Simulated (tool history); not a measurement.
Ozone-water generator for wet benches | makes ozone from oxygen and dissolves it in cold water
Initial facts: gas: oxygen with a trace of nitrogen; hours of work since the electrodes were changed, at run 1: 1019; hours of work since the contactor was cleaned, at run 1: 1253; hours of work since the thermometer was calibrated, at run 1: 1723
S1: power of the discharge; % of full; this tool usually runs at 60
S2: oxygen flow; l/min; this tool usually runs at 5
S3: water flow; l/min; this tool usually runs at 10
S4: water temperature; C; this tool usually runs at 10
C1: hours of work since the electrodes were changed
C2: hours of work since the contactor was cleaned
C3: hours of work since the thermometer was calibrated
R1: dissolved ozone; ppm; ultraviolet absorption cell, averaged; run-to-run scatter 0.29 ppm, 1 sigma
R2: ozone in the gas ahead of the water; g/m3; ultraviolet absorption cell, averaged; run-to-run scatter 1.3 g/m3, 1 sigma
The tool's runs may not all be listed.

run 1 day=0.000 | S1=60 S2=5 S3=10 S4=10 | C1=1019 C2=1253 C3=1723 | R1=45.7 R2=248.4
run 2 day=3.300 | S1=60 S2=5 S3=10 S4=10 | C1=1070 C2=1305 C3=1774 | R1=46.1 R2=248.3
run 3 day=6.225 | S1=60 S2=5 S3=10 S4=10 | C1=1116 C2=1350 C3=1819 | R1=46.2 R2=247.5
run 4 day=8.258 | S1=60 S2=5 S3=10 S4=10 | C1=1147 C2=1382 C3=1851 | R1=46.1 R2=245.4
run 5 day=11.454 | S1=60 S2=5 S3=10 S4=16 | C1=1197 C2=1431 C3=1900 | R1=41.3 R2=244.6
run 6 day=13.742 | S1=51 S2=5 S3=8 S4=10 | C1=1232 C2=1467 C3=1936 | R1=48.2 R2=224.4

Estimate the outcome of run 7 from the log above:
run 7 day=17.071 | S1=51 S2=5 S3=8 S4=10 | C1=1284 C2=1519 C3=1988 | R1=? R2=?

Run 7 yielded R1 48.0 ppm, R2 224.5 g/m3.
Were there no unlogged condition in the tool, this run, its random variation unchanged, would have produced R1 48.0 ppm, R2 224.5 g/m3.

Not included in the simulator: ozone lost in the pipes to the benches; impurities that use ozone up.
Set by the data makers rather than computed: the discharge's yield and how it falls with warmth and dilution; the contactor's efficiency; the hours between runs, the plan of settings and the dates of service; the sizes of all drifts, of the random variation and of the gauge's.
